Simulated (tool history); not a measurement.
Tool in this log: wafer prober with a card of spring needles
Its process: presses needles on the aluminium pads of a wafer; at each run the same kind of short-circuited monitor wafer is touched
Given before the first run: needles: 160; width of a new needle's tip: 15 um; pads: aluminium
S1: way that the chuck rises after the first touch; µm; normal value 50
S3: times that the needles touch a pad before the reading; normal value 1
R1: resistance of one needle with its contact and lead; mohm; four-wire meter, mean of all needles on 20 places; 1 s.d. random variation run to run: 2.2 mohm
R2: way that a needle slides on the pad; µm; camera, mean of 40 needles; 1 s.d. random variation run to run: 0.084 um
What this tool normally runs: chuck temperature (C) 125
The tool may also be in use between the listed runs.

run 1 hour=0.0 | S1=50 chuck_temperature_(C)=125 S3=1 | R1=376 R2=5.68
-- hour=5.0 tips cleaned on abrasive film
-- hour=11.6 tips cleaned on abrasive film
-- hour=18.2 tips cleaned on abrasive film
-- hour=26.5 tips cleaned on abrasive film
-- hour=33.1 tips cleaned on abrasive film
-- hour=39.8 tips cleaned on abrasive film
-- hour=48.0 tips cleaned on abrasive film
-- hour=55.0 tips cleaned on abrasive film
run 2 hour=55.0 | S1=50 chuck_temperature_(C)=125 S3=1 | R1=282 R2=5.50
-- hour=63.2 tips cleaned on abrasive film
-- hour=69.9 tips cleaned on abrasive film
-- hour=76.5 tips cleaned on abrasive film
-- hour=84.8 tips cleaned on abrasive film
-- hour=93.0 tips cleaned on abrasive film
run 3 hour=98.0 | S1=50 chuck_temperature_(C)=125 S3=1 | R1=536 R2=5.43
-- hour=99.7 tips cleaned on abrasive film
-- hour=104.9 height of the first contact set anew
-- hour=106.7 tips cleaned on abrasive film
-- hour=113.3 tips cleaned on abrasive film
-- hour=121.5 tips cleaned on abrasive film
-- hour=128.2 tips cleaned on abrasive film
-- hour=134.8 tips cleaned on abrasive film
run 4 hour=140.9 | S1=50 chuck_temperature_(C)=125 S3=2 | R1=419 R2=5.99
-- hour=142.6 tips cleaned on abrasive film
-- hour=149.2 tips cleaned on abrasive film
-- hour=155.9 tips cleaned on abrasive film
-- hour=162.5 tips cleaned on abrasive film
-- hour=169.1 tips cleaned on abrasive film
-- hour=175.7 tips cleaned on abrasive film
run 5 hour=182.2 | S1=50 chuck_temperature_(C)=125 S3=2 | R1=426 R2=5.98
-- hour=183.9 tips cleaned on abrasive film
-- hour=190.6 tips cleaned on abrasive film
-- hour=197.2 tips cleaned on abrasive film
-- hour=203.8 tips cleaned on abrasive film
-- hour=212.1 tips cleaned on abrasive film
run 6 hour=212.5 | S1=50 chuck_temperature_(C)=125 S3=2 | R1=281 R2=5.85
-- hour=219.1 tips cleaned on abrasive film
-- hour=225.7 tips cleaned on abrasive film
-- hour=232.4 tips cleaned on abrasive film
run 7 hour=236.0 | S1=50 chuck_temperature_(C)=125 S3=2 | R1=368 R2=5.97
-- hour=239.4 tips cleaned on abrasive film
-- hour=246.0 tips cleaned on abrasive film
-- hour=252.6 tips cleaned on abrasive film, once more
-- hour=260.9 tips cleaned on abrasive film
-- hour=267.5 tips cleaned on abrasive film
-- hour=274.1 tips cleaned on abrasive film
-- hour=280.8 tips cleaned on abrasive film
run 8 hour=284.1 | S1=50 chuck_temperature_(C)=30 S3=1 | R1=468 R2=5.89
-- hour=287.5 tips cleaned on abrasive film
-- hour=294.1 tips cleaned on abrasive film
-- hour=302.4 tips cleaned on abrasive film
-- hour=310.6 tips cleaned on abrasive film
-- hour=317.3 tips cleaned on abrasive film
-- hour=325.5 tips cleaned on abrasive film
run 9 hour=328.0 | S1=50 chuck_temperature_(C)=30 S3=1 | R1=418 R2=5.92
-- hour=333.0 tips cleaned on abrasive film
-- hour=339.7 tips cleaned on abrasive film
-- hour=346.3 tips cleaned on abrasive film
-- hour=354.6 tips cleaned on abrasive film
-- hour=361.2 tips cleaned on abrasive film
-- hour=367.8 tips cleaned on abrasive film
run 10 hour=369.2 | S1=50 chuck_temperature_(C)=30 S3=1 | R1=347 R2=5.69
-- hour=375.9 tips cleaned on abrasive film
-- hour=382.5 tips cleaned on abrasive film
-- hour=389.1 tips cleaned on abrasive film
-- hour=397.4 tips cleaned on abrasive film
-- hour=405.6 tips cleaned on abrasive film
-- hour=412.3 tips cleaned on abrasive film
-- hour=420.5 tips cleaned on abrasive film
run 11 hour=422.8 | S1=50 chuck_temperature_(C)=30 S3=1 | R1=443 R2=5.72
-- hour=427.8 tips cleaned on abrasive film
-- hour=434.4 tips cleaned on abrasive film
-- hour=441.1 tips cleaned on abrasive film
-- hour=447.7 tips cleaned on abrasive film
run 12 hour=452.1 | S1=66 chuck_temperature_(C)=30 S3=1 | R1=400 R2=7.59
-- hour=455.5 tips cleaned on abrasive film
-- hour=463.8 tips cleaned on abrasive film
-- hour=472.0 tips cleaned on abrasive film
-- hour=480.3 tips cleaned on abrasive film
run 13 hour=484.0 | S1=57 chuck_temperature_(C)=88 S3=2 | R1=365 R2=6.62
-- hour=487.4 tips cleaned on abrasive film
-- hour=494.0 tips cleaned on abrasive film
-- hour=500.6 tips cleaned on abrasive film
-- hour=507.3 tips cleaned on abrasive film
run 14 hour=508.8 | S1=57 chuck_temperature_(C)=78 S3=2 | R1=303 R2=6.48
-- hour=515.4 tips cleaned on abrasive film
-- hour=522.0 tips cleaned on abrasive film
-- hour=530.3 tips cleaned on abrasive film
-- hour=535.5 height of the first contact set anew
run 15 hour=535.5 | S1=50 chuck_temperature_(C)=122 S3=2 | R1=408 R2=6.26
-- hour=538.5 tips cleaned on abrasive film
-- hour=545.1 tips cleaned on abrasive film
-- hour=551.7 tips cleaned on abrasive film
-- hour=560.0 tips cleaned on abrasive film
-- hour=566.6 tips cleaned on abrasive film
-- hour=574.9 tips cleaned on abrasive film
-- hour=583.1 tips cleaned on abrasive film
run 16 hour=584.7 | S1=50 chuck_temperature_(C)=29 S3=1 | R1=381 R2=6.00
-- hour=591.3 tips cleaned on abrasive film
-- hour=597.9 tips cleaned on abrasive film
-- hour=604.6 tips cleaned on abrasive film
-- hour=611.2 tips cleaned on abrasive film
-- hour=617.8 tips cleaned on abrasive film
-- hour=624.4 tips cleaned on abrasive film
run 17 hour=629.3 | S1=50 chuck_temperature_(C)=29 S3=1 | R1=521 R2=5.97
-- hour=632.5 tips cleaned on abrasive film
-- hour=639.1 tips cleaned on abrasive film
-- hour=651.1 card fitted with new needles
-- hour=657.7 tips cleaned on abrasive film
-- hour=664.3 tips cleaned on abrasive film
-- hour=671.0 tips cleaned on abrasive film
-- hour=677.6 tips cleaned on abrasive film
-- hour=684.2 tips cleaned on abrasive film
-- hour=690.8 tips cleaned on abrasive film
-- hour=699.1 tips cleaned on abrasive film
run 18 hour=699.7 | S1=50 chuck_temperature_(C)=29 S3=3 | R1=228 R2=6.14
-- hour=706.3 tips cleaned on abrasive film
-- hour=712.9 tips cleaned on abrasive film
-- hour=719.5 tips cleaned on abrasive film
-- hour=726.2 tips cleaned on abrasive film
-- hour=732.8 tips cleaned on abrasive film
run 19 hour=737.9 | S1=70 chuck_temperature_(C)=39 S3=1 | R1=314 R2=8.58
-- hour=739.7 tips cleaned on abrasive film
-- hour=747.9 tips cleaned on abrasive film
-- hour=754.6 tips cleaned on abrasive film
-- hour=761.2 tips cleaned on abrasive film
-- hour=769.5 tips cleaned on abrasive film
-- hour=776.1 tips cleaned on abrasive film
run 20 hour=782.2 | S1=48 chuck_temperature_(C)=125 S3=1 | R1=431 R2=5.77
-- hour=783.9 tips cleaned on abrasive film
-- hour=792.2 tips cleaned on abrasive film
-- hour=800.4 tips cleaned on abrasive film
-- hour=807.0 tips cleaned on abrasive film
-- hour=813.7 tips cleaned on abrasive film
-- hour=821.0 tips cleaned on abrasive film
run 21 hour=821.0 | S1=66 chuck_temperature_(C)=37 S3=1 | R1=220 R2=7.73
-- hour=827.7 tips cleaned on abrasive film
-- hour=834.3 tips cleaned on abrasive film
-- hour=842.6 tips cleaned on abrasive film
-- hour=849.2 tips cleaned on abrasive film
-- hour=857.5 tips cleaned on abrasive film
-- hour=865.7 tips cleaned on abrasive film
run 22 hour=869.9 | S1=54 chuck_temperature_(C)=82 S3=1 | R1=366 R2=6.21

Here are 5 independent what-if runs from the current tool condition. What would each one return?
-- hour=873.2 tips cleaned on abrasive film
-- hour=879.9 tips cleaned on abrasive film
-- hour=888.1 tips cleaned on abrasive film
-- hour=894.8 tips cleaned on abrasive film
-- hour=901.4 tips cleaned on abrasive film
-- hour=908.0 tips cleaned on abrasive film
-- hour=914.6 tips cleaned on abrasive film
run A hour=918.4 | S1=57 chuck_temperature_(C)=82 S3=1 | R1=? R2=?
-- hour=873.2 tips cleaned on abrasive film
-- hour=879.9 tips cleaned on abrasive film
-- hour=888.1 tips cleaned on abrasive film
-- hour=894.8 tips cleaned on abrasive film
-- hour=901.4 tips cleaned on abrasive film
-- hour=908.0 tips cleaned on abrasive film
-- hour=914.6 tips cleaned on abrasive film
run B hour=918.4 | S1=54 chuck_temperature_(C)=25 S3=2 | R1=? R2=?
-- hour=873.2 tips cleaned on abrasive film
-- hour=879.9 tips cleaned on abrasive film
-- hour=888.1 tips cleaned on abrasive film
-- hour=894.8 tips cleaned on abrasive film
-- hour=901.4 tips cleaned on abrasive film
-- hour=908.0 tips cleaned on abrasive film
-- hour=914.6 tips cleaned on abrasive film
run C hour=918.4 | S1=62 chuck_temperature_(C)=110 S3=2 | R1=? R2=?
-- hour=873.2 tips cleaned on abrasive film
-- hour=879.9 tips cleaned on abrasive film
-- hour=888.1 tips cleaned on abrasive film
-- hour=894.8 tips cleaned on abrasive film
-- hour=901.4 tips cleaned on abrasive film
-- hour=908.0 tips cleaned on abrasive film
-- hour=914.6 tips cleaned on abrasive film
run D hour=918.4 | S1=54 chuck_temperature_(C)=32 S3=1 | R1=? R2=?
-- hour=873.2 tips cleaned on abrasive film
-- hour=879.9 tips cleaned on abrasive film
-- hour=888.1 tips cleaned on abrasive film
-- hour=894.8 tips cleaned on abrasive film
-- hour=901.4 tips cleaned on abrasive film
-- hour=908.0 tips cleaned on abrasive film
-- hour=914.6 tips cleaned on abrasive film
run E hour=918.4 | S1=45 chuck_temperature_(C)=82 S3=1 | R1=? R2=?

run=A R1=355 R2=6.84
run=B R1=305 R2=6.18
run=C R1=295 R2=7.32
run=D R1=369 R2=6.23
run=E R1=433 R2=5.34
With no hidden state in the tool, these same runs would have given:
run=A R1=224 R2=7.18
run=B R1=211 R2=6.52
run=C R1=229 R2=7.66
run=D R1=213 R2=6.56
run=E R1=230 R2=5.67

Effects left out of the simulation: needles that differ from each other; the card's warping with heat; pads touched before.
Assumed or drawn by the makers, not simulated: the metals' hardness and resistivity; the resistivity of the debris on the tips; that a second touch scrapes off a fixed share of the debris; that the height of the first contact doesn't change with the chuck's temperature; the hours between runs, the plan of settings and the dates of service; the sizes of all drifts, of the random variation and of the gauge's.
